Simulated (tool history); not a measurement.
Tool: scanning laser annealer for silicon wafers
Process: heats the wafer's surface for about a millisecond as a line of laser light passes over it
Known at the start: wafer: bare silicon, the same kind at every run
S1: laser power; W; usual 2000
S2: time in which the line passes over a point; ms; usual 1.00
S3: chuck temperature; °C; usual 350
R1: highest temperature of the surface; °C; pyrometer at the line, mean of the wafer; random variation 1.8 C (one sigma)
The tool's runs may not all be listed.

| run | hour | S1 | S2 | S3 | R1 |
|---|---|---|---|---|---|
| 1 | 0.0 | 2000 | 1.00 | 350 | 1053 |
| 2 | 6.5 | 2000 | 1.00 | 350 | 1049 |
| 3 | 16.9 | 2000 | 1.00 | 350 | 1052 |
| 4 | 30.9 | 2000 | 1.00 | 350 | 1054 |
| 5 | 38.1 | 1863 | 1.00 | 350 | 990 |
| 6 | 48.1 | 2000 | 1.00 | 350 | 1050 |
| 7 | 57.3 | 2000 | 1.00 | 350 | 1046 |
| 8 | 68.1 | 2000 | 1.00 | 350 | 1045 |
| 9 | 73.9 | 2000 | 1.00 | 350 | 1047 |
| 10 | 83.5 | 2000 | 1.00 | 350 | 1048 |
| 11 | 97.0 | 2107 | 1.00 | 350 | 1093 |
| 12 | 105.3 | 2117 | 1.00 | 350 | 1097 |
| 13 | 111.0 | 2117 | 1.00 | 350 | 1097 |
| 14 | 120.9 | 2000 | 1.00 | 350 | 1046 |
| 15 | 130.2 | 2000 | 1.10 | 350 | 1078 |
| 16 | 138.6 | 2000 | 1.00 | 350 | 1045 |
| 17 | 145.7 | 2000 | 1.00 | 350 | 1043 |
| 18 | 155.5 | 2000 | 1.00 | 350 | 1045 |
| 19 | 162.0 | 2000 | 1.00 | 350 | 1042 |
| 20 | 173.7 | 2067 | 0.77 | 350 | 982 |
| 21 | 184.4 | 1796 | 1.04 | 361 | 981 |
|  | 190.7 | optics aligned, line set to its width |
| 22 | 196.7 | 1886 | 1.04 | 361 | 1015 |
| 23 | 206.7 | 1823 | 1.04 | 314 | 939 |
| 24 | 213.0 | 1823 | 1.04 | 314 | 939 |
| 25 | 222.8 | 2155 | 1.19 | 345 | 1167 |
|  | 229.5 | window over the wafer cleaned |
| 26 | 235.8 | 2184 | 1.00 | 325 | 1124 |
| 27 | 249.1 | 2112 | 1.00 | 368 | 1136 |
| 28 | 255.1 | 1970 | 1.00 | 320 | 1020 |
| 29 | 264.2 | 2000 | 0.77 | 315 | 940 |
| 30 | 270.3 | 2035 | 0.88 | 315 | 997 |
|  | 279.2 | optics aligned, line set to its width, once more |
| 31 | 284.4 | 1783 | 1.08 | 379 | 1029 |
| 32 | 291.2 | 2000 | 0.83 | 333 | 992 |
| 33 | 302.3 | 2000 | 0.83 | 333 | 992 |
| 34 | 314.6 | 2000 | 1.05 | 350 | 1090 |
| 35 | 320.6 | 2000 | 1.05 | 350 | 1091 |
| 36 | 327.2 | 2000 | 1.00 | 356 | 1077 |
| 37 | 335.4 | 2165 | 1.01 | 315 | 1113 |

Forecast each of these 4 alternatives for the next run:
| A | 343.5 | 1721 | 1.00 | 385 | ? |
| B | 343.5 | 1980 | 0.87 | 345 | ? |
| C | 343.5 | 2165 | 1.01 | 320 | ? |
| D | 343.5 | 2198 | 1.01 | 315 | ? |

| run | R1 |
|---|---|
| A | 983 |
| B | 1009 |
| C | 1121 |
| D | 1129 |
Without the tool's hidden state the same runs would have given:
| run | R1 |
|---|---|
| A | 987 |
| B | 1015 |
| C | 1127 |
| D | 1135 |

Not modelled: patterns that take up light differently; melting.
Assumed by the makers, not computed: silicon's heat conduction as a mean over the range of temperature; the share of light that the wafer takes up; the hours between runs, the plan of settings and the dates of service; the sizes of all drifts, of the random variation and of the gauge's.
